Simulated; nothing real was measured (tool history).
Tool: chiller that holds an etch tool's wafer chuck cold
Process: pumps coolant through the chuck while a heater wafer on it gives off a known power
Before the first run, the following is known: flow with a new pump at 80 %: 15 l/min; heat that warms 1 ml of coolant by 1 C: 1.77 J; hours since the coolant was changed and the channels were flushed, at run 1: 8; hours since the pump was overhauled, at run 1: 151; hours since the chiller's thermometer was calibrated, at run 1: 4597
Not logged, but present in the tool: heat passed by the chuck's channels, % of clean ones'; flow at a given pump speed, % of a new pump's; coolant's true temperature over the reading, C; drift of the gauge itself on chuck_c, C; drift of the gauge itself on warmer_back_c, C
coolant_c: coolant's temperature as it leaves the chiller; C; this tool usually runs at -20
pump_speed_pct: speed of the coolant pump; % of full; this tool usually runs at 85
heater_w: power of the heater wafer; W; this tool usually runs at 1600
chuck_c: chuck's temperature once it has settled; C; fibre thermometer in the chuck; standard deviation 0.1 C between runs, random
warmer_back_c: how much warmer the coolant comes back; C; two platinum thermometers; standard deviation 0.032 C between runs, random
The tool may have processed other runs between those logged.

run,hour,coolant_c,pump_speed_pct,heater_w,hours since the coolant was changed and the channels were flushed,hours since the pump was overhauled,hours since the chiller's thermometer was calibrated,chuck_c,warmer_back_c
1,0,-20,85,1600,8,151,4597,-10,3.39
2,50.8,-20,85,1600,58,201,4648,-10,3.4
3,101.7,-20,85,1600,109,252,4699,-10.3,3.43
4,143.9,-20,85,1600,151,294,4741,-10.3,3.39
5,175.7,-20,85,1600,183,326,4773,-10.2,3.48
6,215.5,-20,85,1600,223,366,4813,-10.1,3.47
7,247.6,-20,85,1600,255,398,4845,-10.2,3.45
8,297.5,-20,90,1600,305,448,4895,-10.5,3.2
9,342.8,-20,90,1600,350,493,4940,-10.7,3.2
10,386,-20,85,1057,394,537,4983,-13.5,2.27
11,435,-20,60,1600,443,586,5032,-6.3,5.15
12,464.6,-20,85,1600,472,615,5062,-10,3.41
13,503.5,-20,85,1600,511,654,5101,-10,3.41
14,559.7,-20,85,1600,567,710,5157,-10.1,3.46
15,603.5,-18,82,909,611,754,5201,-12.2,2.01
16,660.7,-26,79,1648,668,811,5258,-15.1,3.87
17,698.3,-27,79,2213,706,849,5295,-12,5.15
18,741.2,-12,85,1600,749,892,5338,-2,3.45
19,764.8,-20,85,1332,772,915,5362,-11.9,2.86
20,802.6,-20,92,1600,810,953,5400,-10.7,3.15
21,826.3,-20,92,1600,834,977,5423,-10.5,3.14
22,878.9,-21,68,2262,886,1029,5476,-3.6,6.3
23,928.9,-21,65,1786,936,1079,5526,-6.6,5.2
24,978.3,-22,68,1066,986,1129,5575,-14,2.99
# hour 1014.3: chiller's thermometer calibrated
25,1026,-22,68,1066,1033,1176,12,-13.6,2.97
26,1073.3,-13,72,1066,1080,1223,59,-4.7,2.79
27,1130.6,-13,72,1066,1137,1280,116,-4.8,2.77
28,1180.3,-28,80,2307,1187,1330,166,-11.8,5.32

Consider 4 possible next runs. They are alternatives, not a sequence: every one starts from the tool as it was left by run 28. What does each give?
A,1206,-20,85,2150,1213,1355,192,?,?
B,1206,-28,80,2162,1213,1355,192,?,?
C,1206,-15,78,1375,1213,1355,192,?,?
D,1206,-28,63,1689,1213,1355,192,?,?

run,chuck_c,warmer_back_c
A,-5.8,4.61
B,-12.9,5
C,-5.1,3.24
D,-13.5,5.18
With no hidden state in the tool, these same runs would have given:
run,chuck_c,warmer_back_c
A,-6.5,4.51
B,-13.6,4.89
C,-5.6,3.17
D,-14.2,5.07
